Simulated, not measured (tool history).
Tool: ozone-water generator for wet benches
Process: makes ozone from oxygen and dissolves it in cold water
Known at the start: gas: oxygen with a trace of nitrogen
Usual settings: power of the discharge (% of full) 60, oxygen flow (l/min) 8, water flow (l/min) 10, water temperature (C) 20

run    hour  power of the discharge (% of full)  oxygen flow (l/min)  water flow (l/min)  water temperature (C)  dissolved ozone (ppm)  ozone in the gas ahead of the water (g/m3)
  1       0                                  60                    8                  10                     20                   21.8                                         151
  2    83.3                                  60                    8                  10                     20                   21.8                                       150.6
  3   232.1                                  60                    8                  10                     20                   21.4                                         150
  4   359.8                                  60                 9.94                  10                     20                   20.1                                       131.4
  5   545.4                                  60                 9.94                  10                     20                   19.8                                       132.1
  6   656.8                                  60                 5.53                  10                     20                   24.4                                         189
  7   840.3                                  60                 5.53                  10                     20                   24.5                                       188.4
        954  -- water thermometer calibrated
  8  1014.5                                  60                 5.53                  10                     20                   24.2                                       188.5
  9  1169.3                                  60                 5.53                  10                     20                   24.4                                       188.3
 10    1311                                  60                 5.53                  10                     20                   24.5                                       191.1
 11  1465.3                                  60                 5.53                  10                     20                   24.4                                       189.1
 12  1605.6                                  60                 5.53                  10                     20                   24.1                                       191.2
 13  1693.6                                  60                 4.24                  10                     20                     26                                       224.6
 14  1874.4                                  60                 4.24                  10                     13                     30                                         223
 15  2013.6                                  64                    8                  10                     20                     23                                       158.7
 16  2107.6                                  60                    8                  10                     17                   23.1                                       150.3
 17  2187.5                                  60                    8                  10                     17                   23.4                                       150.6
 18  2324.7                                  60                 9.28                  10                     16                   22.6                                       136.4
     2443.2  -- electrodes of the discharge changed
 19    2475                                  60                 9.28                  10                     16                   22.7                                       136.7
 20  2583.9                                  60                  5.9                   7                     12                     36                                         182
 21  2697.9                                  69                 4.29                   9                     18                   32.8                                       247.7
 22  2815.7                                  48                 4.31                  11                     13                   22.6                                       185.9

Run 23 has not been measured yet. What should we expect?
 23  2917.7                                  53                 4.31                  11                     28                      ?                                           ?

dissolved ozone (ppm): 18.5
ozone in the gas ahead of the water (g/m3): 202.1
With the hidden condition absent and the run-to-run variation left alone, this run would have shown dissolved ozone (ppm) 18.6, ozone in the gas ahead of the water (g/m3) 202.2.
